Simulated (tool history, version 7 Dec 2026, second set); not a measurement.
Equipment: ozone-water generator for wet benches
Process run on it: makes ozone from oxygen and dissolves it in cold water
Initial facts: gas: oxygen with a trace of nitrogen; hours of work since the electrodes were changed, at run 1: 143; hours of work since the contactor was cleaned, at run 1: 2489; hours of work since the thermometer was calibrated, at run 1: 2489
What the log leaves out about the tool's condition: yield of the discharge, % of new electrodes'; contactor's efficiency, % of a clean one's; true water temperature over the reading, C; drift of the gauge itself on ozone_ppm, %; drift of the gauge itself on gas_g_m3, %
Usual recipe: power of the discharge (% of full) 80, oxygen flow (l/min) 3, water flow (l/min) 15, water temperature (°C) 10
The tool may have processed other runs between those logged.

run,hour,power of the discharge (% of full),oxygen flow (l/min),water flow (l/min),water temperature (°C),hours of work since the electrodes were changed,hours of work since the contactor was cleaned,hours of work since the thermometer was calibrated,dissolved ozone (ppm),ozone in the gas ahead of the water (g/m3)
1,0,80,3,15,10,143,2489,2489,27.4,245.2
2,23.8,80,3,15,10,162,2508,2508,27.4,246.1
3,37.5,80,3,15,18,173,2519,2519,25.2,248.1
4,66.7,80,1.81,15,10,197,2543,2543,26.5,338.3
5,81.6,80,3,15,12,209,2555,2555,26.9,245.7
6,110.9,80,3,15,10,232,2578,2578,27.5,246.4
7,132.2,80,3,15,10,249,2595,2595,28,247.5
8,155.8,80,3,15,10,268,2614,2614,27.4,247.9
9,169.1,80,3,15,10,279,2625,2625,27.4,246.4
10,195.9,80,3,15,10,300,2646,2646,27.5,247.6
11,217.5,80,3,15,10,318,2664,2664,27.3,248.1
12,237.4,80,3,15,6,334,2680,2680,28.5,248.1
13,251.1,80,3,15,6,344,2691,2691,28.8,249.9
14,264.5,80,3,15,10,355,2701,2701,27.4,249.8
15,283.5,80,3,15,10,370,2716,2716,27.8,249.4
16,312.5,80,3,15,7,394,2740,2740,28.3,248.3
17,343.4,80,3,15,7,418,2765,2765,28.1,251.6
18,376.1,80,3,15,7,445,2791,2791,28.1,252.9
# hour 405.5: gauge calibrated
19,405.7,80,3,15,7,468,2814,2814,28.8,245.6
20,424.3,72,3.26,15,10,483,2829,2829,25.2,214.3
21,454.8,72,3.26,15,10,508,2854,2854,25.5,215
22,480.8,72,3.26,15,10,529,2875,2875,25,215.9
23,498.5,41,4.53,23,10,543,2889,2889,11.3,113.1
24,529.1,80,1.86,11,10,567,2913,2913,35.2,337.5
25,559.6,80,1.86,11,10,592,2938,2938,35.1,335.2
26,578.8,80,1.86,11,10,607,2953,2953,35,337.2
27,609.3,80,1.86,11,10,632,2978,2978,34.9,335.8
28,641.6,80,2.53,11,10,657,3004,3004,35.8,278.2
29,659.8,62,2.53,11,9,672,3018,3018,29.7,225.7
30,678.1,62,2.53,11,9,687,3033,3033,29.2,227.8
31,703.7,62,2.53,11,9,707,3053,3053,29.4,227.8
32,722.2,62,2.53,11,9,722,3068,3068,29.4,227.8
33,742.8,64,3,17,10,739,3085,3085,20.5,210.4

A few steps of ozone in the gas ahead of the water (g/m3) between consecutive runs. Split each: what settings, incoming material and random variation would produce without the hidden state, and what is left over for the hidden state, along with gauge scatter present in only one of the two compared results (measured, and without hidden state):
Run 3 -> 4: oxygen flow (l/min) 3 -> 1.81, water temperature (°C) 18 -> 10. ozone in the gas ahead of the water (g/m3) +90.2: hidden state +0.9, all else +89.3.
Run 4 -> 5: oxygen flow (l/min) 1.81 -> 3, water temperature (°C) 10 -> 12. ozone in the gas ahead of the water (g/m3) -92.6: hidden state -0.1, all else -92.5.
Run 18 -> 19: gauge calibrated. ozone in the gas ahead of the water (g/m3) -7.3: hidden state -6.6, all else -0.7.
Run 22 -> 23: power of the discharge (% of full) 72 -> 41, oxygen flow (l/min) 3.26 -> 4.53, water flow (l/min) 15 -> 23. ozone in the gas ahead of the water (g/m3) -102.8: hidden state -0.3, all else -102.5.
Run 23 -> 24: power of the discharge (% of full) 41 -> 80, oxygen flow (l/min) 4.53 -> 1.86, water flow (l/min) 23 -> 11. ozone in the gas ahead of the water (g/m3) +224.4: hidden state +2.2, all else +222.2.

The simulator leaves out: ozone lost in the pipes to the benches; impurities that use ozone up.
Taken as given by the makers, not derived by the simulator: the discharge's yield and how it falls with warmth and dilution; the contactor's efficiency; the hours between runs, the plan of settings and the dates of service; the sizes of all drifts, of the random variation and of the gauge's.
